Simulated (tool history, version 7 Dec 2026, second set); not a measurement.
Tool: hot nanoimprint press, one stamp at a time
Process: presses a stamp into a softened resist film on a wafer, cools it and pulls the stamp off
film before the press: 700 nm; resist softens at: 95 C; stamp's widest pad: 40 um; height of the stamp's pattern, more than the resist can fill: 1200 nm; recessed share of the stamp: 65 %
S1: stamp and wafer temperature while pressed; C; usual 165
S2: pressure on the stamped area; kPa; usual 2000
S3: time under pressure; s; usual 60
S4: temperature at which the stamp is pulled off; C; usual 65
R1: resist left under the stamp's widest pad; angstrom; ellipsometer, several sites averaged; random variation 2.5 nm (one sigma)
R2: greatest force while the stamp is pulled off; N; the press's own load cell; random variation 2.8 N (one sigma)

| run | hour | S1 | S2 | S3 | S4 | R1 | R2 |
|---|---|---|---|---|---|---|---|
| 1 | 0.0 | 165 | 2000 | 60 | 65 | 4178 | 169 |
|  | 14.2 | stamp cleaned and given a new release coat |
| 2 | 45.0 | 165 | 2000 | 60 | 65 | 4177 | 135 |
| 3 | 94.1 | 165 | 2000 | 60 | 65 | 4193 | 136 |
| 4 | 131.3 | 165 | 2000 | 60 | 61 | 4215 | 157 |
| 5 | 182.9 | 165 | 2000 | 60 | 65 | 4197 | 152 |
| 6 | 236.0 | 165 | 2000 | 60 | 65 | 4252 | 158 |
| 7 | 275.5 | 165 | 2000 | 51 | 65 | 4452 | 161 |
| 8 | 333.9 | 165 | 2000 | 51 | 65 | 4479 | 168 |
|  | 342.3 | plate thermocouple calibrated |
|  | 348.3 | stamp cleaned and given a new release coat |
| 9 | 392.5 | 165 | 2000 | 51 | 65 | 4518 | 132 |
| 10 | 420.9 | 165 | 2000 | 51 | 65 | 4513 | 141 |
| 11 | 487.9 | 165 | 2000 | 60 | 65 | 4343 | 149 |
| 12 | 519.6 | 161 | 2000 | 60 | 65 | 4965 | 146 |

Run 13 comes next. What will it give?
| 13 | 581.0 | 172 | 2000 | 102 | 70 | ? | ? |

Run 13 gave R1 2723 angstrom, R2 141 N.
Without the tool's hidden state the same run would have given R1 2551 angstrom, R2 114 N.
